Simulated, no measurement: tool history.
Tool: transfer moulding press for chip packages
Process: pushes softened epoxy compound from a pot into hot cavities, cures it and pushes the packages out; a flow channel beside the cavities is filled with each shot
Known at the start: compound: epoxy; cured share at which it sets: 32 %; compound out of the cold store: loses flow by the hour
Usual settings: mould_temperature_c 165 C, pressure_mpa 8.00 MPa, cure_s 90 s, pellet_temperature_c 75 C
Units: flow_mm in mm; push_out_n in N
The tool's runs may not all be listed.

run	hour	mould_temperature_c	pressure_mpa	cure_s	pellet_temperature_c	incoming compound's hours out of the cold store	flow_mm	push_out_n
1	0.0	165	8.00	90	75	16.4	1014	688
# hour 41.1: cavities cleaned with cleaning compound and waxed
2	90.4	165	8.00	90	75	41.2	855	867
# hour 100.4: cavities cleaned with cleaning compound and waxed
3	136.4	165	8.00	90	75	33.7	894	827
# hour 154.8: cavities cleaned with cleaning compound and waxed
# hour 197.5: plunger's sealing rings changed
4	198.9	165	8.00	90	78	11.1	1074	917
# hour 214.0: cavities cleaned with cleaning compound and waxed
# hour 267.9: cavities cleaned with cleaning compound and waxed
5	293.3	165	8.00	90	78	38.8	893	788
# hour 324.0: cavities cleaned with cleaning compound and waxed
6	356.2	165	8.00	90	78	19.6	989	849
# hour 378.1: cavities cleaned with cleaning compound and waxed
# hour 433.5: cavities cleaned with cleaning compound and waxed
7	433.5	165	8.00	90	78	27.2	933	522
8	478.3	165	6.43	90	75	13.2	917	952
# hour 488.6: plunger's sealing rings changed
# hour 490.1: cavities cleaned with cleaning compound and waxed
9	535.4	165	8.76	90	75	40.0	927	902
# hour 547.1: cavities cleaned with cleaning compound and waxed
10	592.3	165	8.76	90	75	47.2	882	870
# hour 600.6: cavities cleaned with cleaning compound and waxed
# hour 622.3: mould's thermocouples calibrated
# hour 656.5: cavities cleaned with cleaning compound and waxed
11	683.1	165	8.00	77	75	34.7	903	1111
# hour 710.0: cavities cleaned with cleaning compound and waxed
12	727.7	165	8.00	77	75	47.9	820	963
# hour 762.8: cavities cleaned with cleaning compound and waxed
# hour 782.1: plunger's sealing rings changed
13	797.2	165	8.00	84	75	39.0	902	927
# hour 825.1: cavities cleaned with cleaning compound and waxed
# hour 831.4: mould's thermocouples calibrated, once more
# hour 887.7: cavities cleaned with cleaning compound and waxed
14	893.1	160	9.02	126	76	33.5	994	459
# hour 945.3: cavities cleaned with cleaning compound and waxed
15	959.8	165	6.49	90	75	31.4	826	652
# hour 999.3: cavities cleaned with cleaning compound and waxed
16	1025.1	161	8.00	84	75	36.9	898	1053
# hour 1057.0: cavities cleaned with cleaning compound and waxed
# hour 1074.5: plunger's sealing rings changed
17	1094.4	160	9.21	123	82	39.8	977	714
# hour 1112.2: cavities cleaned with cleaning compound and waxed
18	1149.9	160	9.21	123	82	18.6	1112	761
# hour 1170.6: cavities cleaned with cleaning compound and waxed
# hour 1228.7: cavities cleaned with cleaning compound and waxed
19	1232.6	163	7.68	101	68	11.5	1034	556
20	1273.1	163	7.68	98	68	36.4	876	844
# hour 1283.3: cavities cleaned with cleaning compound and waxed
# hour 1342.7: cavities cleaned with cleaning compound and waxed
# hour 1359.1: plunger's sealing rings changed
21	1362.9	161	7.09	118	84	19.1	977	657
# hour 1401.8: cavities cleaned with cleaning compound and waxed
22	1416.5	161	7.09	118	84	21.1	959	608
# hour 1456.1: cavities cleaned with cleaning compound and waxed
23	1493.6	161	6.92	79	72	23.7	920	1467
# hour 1510.3: cavities cleaned with cleaning compound and waxed
# hour 1563.2: cavities cleaned with cleaning compound and waxed
24	1568.3	161	6.92	79	72	10.3	993	1117
# hour 1618.1: cavities cleaned with cleaning compound and waxed
# hour 1643.4: plunger's sealing rings changed
25	1661.6	173	6.12	111	84	39.7	746	672

4 ways to go on from here, each from the tool as it stands after run 25. What would each give?
# hour 1676.0: cavities cleaned with cleaning compound and waxed
# hour 1734.7: cavities cleaned with cleaning compound and waxed
A	1753.2	163	6.12	111	84	17.3	?	?
# hour 1676.0: cavities cleaned with cleaning compound and waxed
# hour 1734.7: cavities cleaned with cleaning compound and waxed
B	1753.2	171	6.01	74	75	21.4	?	?
# hour 1676.0: cavities cleaned with cleaning compound and waxed
# hour 1734.7: cavities cleaned with cleaning compound and waxed
C	1753.2	168	6.12	107	84	19.0	?	?
# hour 1676.0: cavities cleaned with cleaning compound and waxed
# hour 1734.7: cavities cleaned with cleaning compound and waxed
D	1753.2	166	8.00	73	76	16.8	?	?

run	flow_mm	push_out_n
A	895	644
B	831	739
C	865	569
D	1007	1120
Without the tool's hidden state the same runs would have given:
run	flow_mm	push_out_n
A	907	427
B	843	480
C	877	391
D	1022	705
